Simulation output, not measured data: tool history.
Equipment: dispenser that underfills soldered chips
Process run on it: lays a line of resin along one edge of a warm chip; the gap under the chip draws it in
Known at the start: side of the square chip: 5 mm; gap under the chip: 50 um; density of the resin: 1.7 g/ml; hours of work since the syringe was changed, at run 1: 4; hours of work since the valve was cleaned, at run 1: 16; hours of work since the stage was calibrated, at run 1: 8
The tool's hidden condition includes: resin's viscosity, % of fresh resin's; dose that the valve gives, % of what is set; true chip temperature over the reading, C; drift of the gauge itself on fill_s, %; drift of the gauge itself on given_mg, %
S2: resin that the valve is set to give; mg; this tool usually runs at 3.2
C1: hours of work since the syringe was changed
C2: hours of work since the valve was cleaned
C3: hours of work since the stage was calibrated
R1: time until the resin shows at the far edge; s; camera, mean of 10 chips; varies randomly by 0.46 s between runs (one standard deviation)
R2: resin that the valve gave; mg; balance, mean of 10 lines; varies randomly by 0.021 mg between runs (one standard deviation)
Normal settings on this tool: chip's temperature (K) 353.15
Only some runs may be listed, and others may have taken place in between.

run 1 hour=0 | chip's_temperature_(K)=353.15 S2=3.2 | C1=4 C2=16 C3=8 | R1=51.6 R2=3.16
-- hour=4 new syringe of resin
run 2 hour=5.1 | chip's_temperature_(K)=353.15 S2=3.2 | C1=1 C2=19 C3=11 | R1=36.2 R2=3.15
run 3 hour=7.9 | chip's_temperature_(K)=353.15 S2=2.89 | C1=3 C2=21 C3=13 | R1=43.5 R2=2.83
run 4 hour=12.2 | chip's_temperature_(K)=353.15 S2=2.89 | C1=6 C2=24 C3=16 | R1=56.9 R2=2.84
-- hour=14.4 new syringe of resin
run 5 hour=14.9 | chip's_temperature_(K)=353.15 S2=2.89 | C1=0 C2=26 C3=18 | R1=36.8 R2=2.86
run 6 hour=19.4 | chip's_temperature_(K)=338.15 S2=2.89 | C1=4 C2=29 C3=21 | R1=86.5 R2=2.84
run 7 hour=23.2 | chip's_temperature_(K)=338.15 S2=2.89 | C1=6 C2=32 C3=24 | R1=105.5 R2=2.82
-- hour=24.7 new syringe of resin
run 8 hour=27.6 | chip's_temperature_(K)=339.15 S2=2.89 | C1=2 C2=35 C3=27 | R1=74 R2=2.8
run 9 hour=31 | chip's_temperature_(K)=353.15 S2=3.2 | C1=4 C2=37 C3=29 | R1=53 R2=3.13
run 10 hour=34.2 | chip's_temperature_(K)=353.15 S2=3.2 | C1=7 C2=40 C3=32 | R1=61.4 R2=3.09
-- hour=34.8 new syringe of resin
run 11 hour=37.9 | chip's_temperature_(K)=353.15 S2=3.2 | C1=2 C2=42 C3=34 | R1=42.5 R2=3.1
run 12 hour=43.6 | chip's_temperature_(K)=353.15 S2=3.2 | C1=6 C2=46 C3=38 | R1=58.3 R2=3.07
-- hour=45.4 new syringe of resin
run 13 hour=47.2 | chip's_temperature_(K)=353.15 S2=3.2 | C1=1 C2=48 C3=41 | R1=39.7 R2=3.1
run 14 hour=51.3 | chip's_temperature_(K)=353.15 S2=3.2 | C1=4 C2=51 C3=43 | R1=50.8 R2=3.1
run 15 hour=53.7 | chip's_temperature_(K)=353.15 S2=3.2 | C1=6 C2=53 C3=45 | R1=57.8 R2=3.03
-- hour=55.5 new syringe of resin
run 16 hour=56.9 | chip's_temperature_(K)=353.15 S2=3.2 | C1=1 C2=55 C3=47 | R1=38.4 R2=3.05
run 17 hour=61.8 | chip's_temperature_(K)=353.15 S2=3.2 | C1=4 C2=59 C3=51 | R1=50.9 R2=3.02
-- hour=65.6 new syringe of resin
run 18 hour=67.4 | chip's_temperature_(K)=353.15 S2=3.2 | C1=1 C2=62 C3=55 | R1=38.4 R2=3.03
run 19 hour=72.6 | chip's_temperature_(K)=341.15 S2=3.15 | C1=5 C2=66 C3=58 | R1=84.3 R2=2.99
-- hour=75.8 new syringe of resin
run 20 hour=78 | chip's_temperature_(K)=365.15 S2=3.15 | C1=2 C2=70 C3=62 | R1=26.5 R2=2.97
run 21 hour=82.3 | chip's_temperature_(K)=365.15 S2=3.15 | C1=5 C2=73 C3=65 | R1=34.3 R2=2.99
run 22 hour=85.4 | chip's_temperature_(K)=344.15 S2=3.41 | C1=7 C2=75 C3=67 | R1=90.1 R2=3.23
-- hour=86.2 new syringe of resin
run 23 hour=90.1 | chip's_temperature_(K)=353.15 S2=4.04 | C1=3 C2=78 C3=70 | R1=44.1 R2=3.79
run 24 hour=92.9 | chip's_temperature_(K)=357.15 S2=3.64 | C1=5 C2=80 C3=72 | R1=45.5 R2=3.42
-- hour=96.6 new syringe of resin
run 25 hour=97.3 | chip's_temperature_(K)=355.15 S2=3.24 | C1=0 C2=83 C3=75 | R1=33.8 R2=2.98
run 26 hour=102.7 | chip's_temperature_(K)=346.15 S2=3.2 | C1=4 C2=87 C3=79 | R1=65.8 R2=2.96
-- hour=106.7 new syringe of resin
run 27 hour=106.9 | chip's_temperature_(K)=348.15 S2=3.6 | C1=0 C2=90 C3=82 | R1=43.9 R2=3.34
run 28 hour=112 | chip's_temperature_(K)=353.15 S2=3.34 | C1=4 C2=94 C3=86 | R1=49.1 R2=3.08
run 29 hour=114.4 | chip's_temperature_(K)=353.15 S2=3.34 | C1=5 C2=95 C3=87 | R1=56.1 R2=3.11
-- hour=116.8 new syringe of resin
run 30 hour=119.4 | chip's_temperature_(K)=362.15 S2=3.78 | C1=2 C2=99 C3=91 | R1=30 R2=3.51

For run 31, what comes out?
run 31 hour=123.8 | chip's_temperature_(K)=363.15 S2=2.74 | C1=5 C2=102 C3=94 | R1=? R2=?

For run 31 the tool returned R1 40.2 s, R2 2.49 mg.
With the hidden condition absent and the run-to-run variation left alone, this run would have shown R1 24.9 s, R2 2.71 mg.
